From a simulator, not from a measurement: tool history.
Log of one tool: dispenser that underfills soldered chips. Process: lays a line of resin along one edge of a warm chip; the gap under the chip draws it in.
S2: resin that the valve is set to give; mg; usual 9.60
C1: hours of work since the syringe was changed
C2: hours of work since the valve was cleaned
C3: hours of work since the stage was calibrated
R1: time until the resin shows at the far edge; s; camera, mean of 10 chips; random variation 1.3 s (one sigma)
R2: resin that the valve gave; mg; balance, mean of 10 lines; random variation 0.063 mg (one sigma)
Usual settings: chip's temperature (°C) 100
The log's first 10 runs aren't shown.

-- hour=113.0 new syringe of resin
run 11 hour=118.3 | chip's_temperature_(°C)=100 S2=11.82 | C1=4 C2=87 C3=300 | R1=179.2 R2=11.03
-- hour=121.8 dispensing valve cleaned and set on the balance
run 12 hour=126.2 | chip's_temperature_(°C)=87 S2=9.60 | C1=9 C2=3 C3=306 | R1=419.7 R2=9.59
-- hour=127.8 new syringe of resin
run 13 hour=137.9 | chip's_temperature_(°C)=100 S2=9.60 | C1=8 C2=12 C3=314 | R1=250.6 R2=9.50
-- hour=142.2 new syringe of resin
run 14 hour=147.6 | chip's_temperature_(°C)=100 S2=8.68 | C1=4 C2=19 C3=322 | R1=185.9 R2=8.48
-- hour=155.7 new syringe of resin
run 15 hour=158.1 | chip's_temperature_(°C)=100 S2=8.68 | C1=2 C2=27 C3=329 | R1=156.0 R2=8.52
-- hour=169.6 new syringe of resin
run 16 hour=169.6 | chip's_temperature_(°C)=100 S2=8.68 | C1=0 C2=36 C3=338 | R1=133.4 R2=8.36
run 17 hour=179.6 | chip's_temperature_(°C)=100 S2=8.68 | C1=8 C2=43 C3=345 | R1=248.5 R2=8.37
-- hour=183.4 new syringe of resin
run 18 hour=188.9 | chip's_temperature_(°C)=86 S2=10.78 | C1=4 C2=50 C3=352 | R1=292.5 R2=10.25
-- hour=197.3 new syringe of resin
run 19 hour=200.7 | chip's_temperature_(°C)=102 S2=8.68 | C1=3 C2=59 C3=361 | R1=157.1 R2=8.23
-- hour=211.6 new syringe of resin
run 20 hour=214.2 | chip's_temperature_(°C)=92 S2=10.30 | C1=2 C2=69 C3=371 | R1=204.2 R2=9.62
run 21 hour=220.4 | chip's_temperature_(°C)=97 S2=11.05 | C1=7 C2=74 C3=376 | R1=249.4 R2=10.44
-- hour=225.5 new syringe of resin
run 22 hour=235.0 | chip's_temperature_(°C)=97 S2=11.05 | C1=7 C2=85 C3=387 | R1=254.7 R2=10.30
-- hour=239.1 new syringe of resin
-- hour=242.5 dispensing valve cleaned and set on the balance
run 23 hour=247.2 | chip's_temperature_(°C)=89 S2=8.32 | C1=5 C2=4 C3=395 | R1=300.2 R2=8.31
-- hour=253.5 new syringe of resin
run 24 hour=261.0 | chip's_temperature_(°C)=89 S2=8.32 | C1=6 C2=14 C3=405 | R1=314.1 R2=8.24
-- hour=267.2 new syringe of resin
run 25 hour=272.1 | chip's_temperature_(°C)=89 S2=8.32 | C1=4 C2=22 C3=414 | R1=262.9 R2=8.13
-- hour=280.9 new syringe of resin
run 26 hour=280.9 | chip's_temperature_(°C)=101 S2=9.60 | C1=0 C2=29 C3=420 | R1=128.6 R2=9.48
run 27 hour=291.3 | chip's_temperature_(°C)=111 S2=9.83 | C1=8 C2=37 C3=428 | R1=175.8 R2=9.58
-- hour=294.9 new syringe of resin
run 28 hour=301.1 | chip's_temperature_(°C)=111 S2=9.83 | C1=5 C2=44 C3=435 | R1=138.7 R2=9.50
-- hour=309.0 new syringe of resin
run 29 hour=310.9 | chip's_temperature_(°C)=111 S2=10.71 | C1=1 C2=51 C3=443 | R1=106.8 R2=10.29
run 30 hour=320.8 | chip's_temperature_(°C)=96 S2=9.76 | C1=9 C2=59 C3=450 | R1=318.1 R2=9.47
-- hour=322.3 new syringe of resin
run 31 hour=333.8 | chip's_temperature_(°C)=86 S2=9.74 | C1=9 C2=68 C3=460 | R1=434.9 R2=9.24
-- hour=336.2 new syringe of resin
run 32 hour=348.6 | chip's_temperature_(°C)=86 S2=9.74 | C1=9 C2=79 C3=471 | R1=456.6 R2=9.00
-- hour=349.7 new syringe of resin
-- hour=362.2 dispensing valve cleaned and set on the balance
run 33 hour=363.2 | chip's_temperature_(°C)=104 S2=8.41 | C1=10 C2=1 C3=481 | R1=258.5 R2=8.37
-- hour=364.4 new syringe of resin
run 34 hour=371.5 | chip's_temperature_(°C)=104 S2=8.41 | C1=5 C2=7 C3=487 | R1=183.9 R2=8.39

Forecast each of these 4 alternatives for the next run:
-- hour=378.3 new syringe of resin
run A hour=379.7 | chip's_temperature_(°C)=87 S2=12.04 | C1=1 C2=13 C3=493 | R1=? R2=?
-- hour=378.3 new syringe of resin
run B hour=379.7 | chip's_temperature_(°C)=107 S2=9.59 | C1=1 C2=13 C3=493 | R1=? R2=?
-- hour=378.3 new syringe of resin
run C hour=379.7 | chip's_temperature_(°C)=100 S2=10.53 | C1=1 C2=13 C3=493 | R1=? R2=?
-- hour=378.3 new syringe of resin
run D hour=379.7 | chip's_temperature_(°C)=105 S2=8.50 | C1=1 C2=13 C3=493 | R1=? R2=?

run=A R1=221.5 R2=11.89
run=B R1=120.7 R2=9.47
run=C R1=144.6 R2=10.40
run=D R1=127.9 R2=8.41
Without the tool's hidden state the same runs would have given:
run=A R1=193.7 R2=12.00
run=B R1=106.0 R2=9.55
run=C R1=126.8 R2=10.50
run=D R1=112.2 R2=8.49
